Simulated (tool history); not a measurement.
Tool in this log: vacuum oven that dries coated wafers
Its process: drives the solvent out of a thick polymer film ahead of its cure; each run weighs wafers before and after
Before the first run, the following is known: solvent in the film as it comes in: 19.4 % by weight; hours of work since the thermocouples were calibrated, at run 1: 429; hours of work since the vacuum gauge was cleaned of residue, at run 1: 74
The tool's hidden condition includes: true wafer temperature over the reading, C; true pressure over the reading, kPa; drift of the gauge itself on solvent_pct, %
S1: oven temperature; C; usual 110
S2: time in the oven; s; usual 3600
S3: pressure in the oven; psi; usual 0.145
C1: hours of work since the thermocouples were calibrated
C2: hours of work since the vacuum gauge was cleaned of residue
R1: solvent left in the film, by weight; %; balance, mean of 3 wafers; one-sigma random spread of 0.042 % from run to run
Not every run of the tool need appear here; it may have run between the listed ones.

{"run": 1, "hour": 0.0, "S1": 110, "S2": 3600, "S3": 0.145, "C1": 429, "C2": 74, "R1": 4.19}
{"run": 2, "hour": 5.7, "S1": 110, "S2": 3600, "S3": 0.145, "C1": 432, "C2": 77, "R1": 4.18}
{"run": 3, "hour": 16.1, "S1": 110, "S2": 3600, "S3": 0.145, "C1": 439, "C2": 84, "R1": 4.23}
{"run": 4, "hour": 24.3, "S1": 110, "S2": 3600, "S3": 0.145, "C1": 445, "C2": 90, "R1": 4.18}
{"run": 5, "hour": 29.8, "S1": 110, "S2": 3600, "S3": 0.145, "C1": 448, "C2": 93, "R1": 4.25}
{"run": 6, "hour": 37.2, "S1": 110, "S2": 3600, "S3": 0.145, "C1": 453, "C2": 98, "R1": 4.29}
{"run": 7, "hour": 44.7, "S1": 109, "S2": 1860, "S3": 0.303, "C1": 458, "C2": 103, "R1": 8.65}
{"run": 8, "hour": 50.8, "S1": 114, "S2": 4800, "S3": 0.303, "C1": 462, "C2": 107, "R1": 2.59}
{"hour": 53.7, "done": "oven's thermocouples calibrated"}
{"run": 9, "hour": 63.6, "S1": 114, "S2": 4800, "S3": 0.303, "C1": 6, "C2": 114, "R1": 2.54}
{"run": 10, "hour": 73.1, "S1": 96, "S2": 2040, "S3": 0.531, "C1": 13, "C2": 121, "R1": 12.5}
{"hour": 82.4, "done": "oven's thermocouples calibrated, once more"}
{"run": 11, "hour": 83.4, "S1": 101, "S2": 3600, "S3": 0.104, "C1": 1, "C2": 126, "R1": 6.81}
{"run": 12, "hour": 93.8, "S1": 110, "S2": 3600, "S3": 0.352, "C1": 8, "C2": 133, "R1": 4.97}

Branching from run 12: 5 alternative next runs. What would each branch give?
{"run": "A", "hour": 101.5, "S1": 115, "S2": 3600, "S3": 0.145, "C1": 13, "C2": 138, "R1": "?"}
{"run": "B", "hour": 101.5, "S1": 100, "S2": 3600, "S3": 0.145, "C1": 13, "C2": 138, "R1": "?"}
{"run": "C", "hour": 101.5, "S1": 110, "S2": 1800, "S3": 0.144, "C1": 13, "C2": 138, "R1": "?"}
{"run": "D", "hour": 101.5, "S1": 110, "S2": 3600, "S3": 0.344, "C1": 13, "C2": 138, "R1": "?"}
{"run": "E", "hour": 101.5, "S1": 110, "S2": 3720, "S3": 0.08, "C1": 13, "C2": 138, "R1": "?"}

run=A R1=2.87
run=B R1=7.37
run=C R1=8
run=D R1=5.02
run=E R1=3.82
Take away the tool's hidden state, keep each run's random variation, and the runs would have read:
run=A R1=2.89
run=B R1=7.38
run=C R1=8.02
run=D R1=5.04
run=E R1=3.83

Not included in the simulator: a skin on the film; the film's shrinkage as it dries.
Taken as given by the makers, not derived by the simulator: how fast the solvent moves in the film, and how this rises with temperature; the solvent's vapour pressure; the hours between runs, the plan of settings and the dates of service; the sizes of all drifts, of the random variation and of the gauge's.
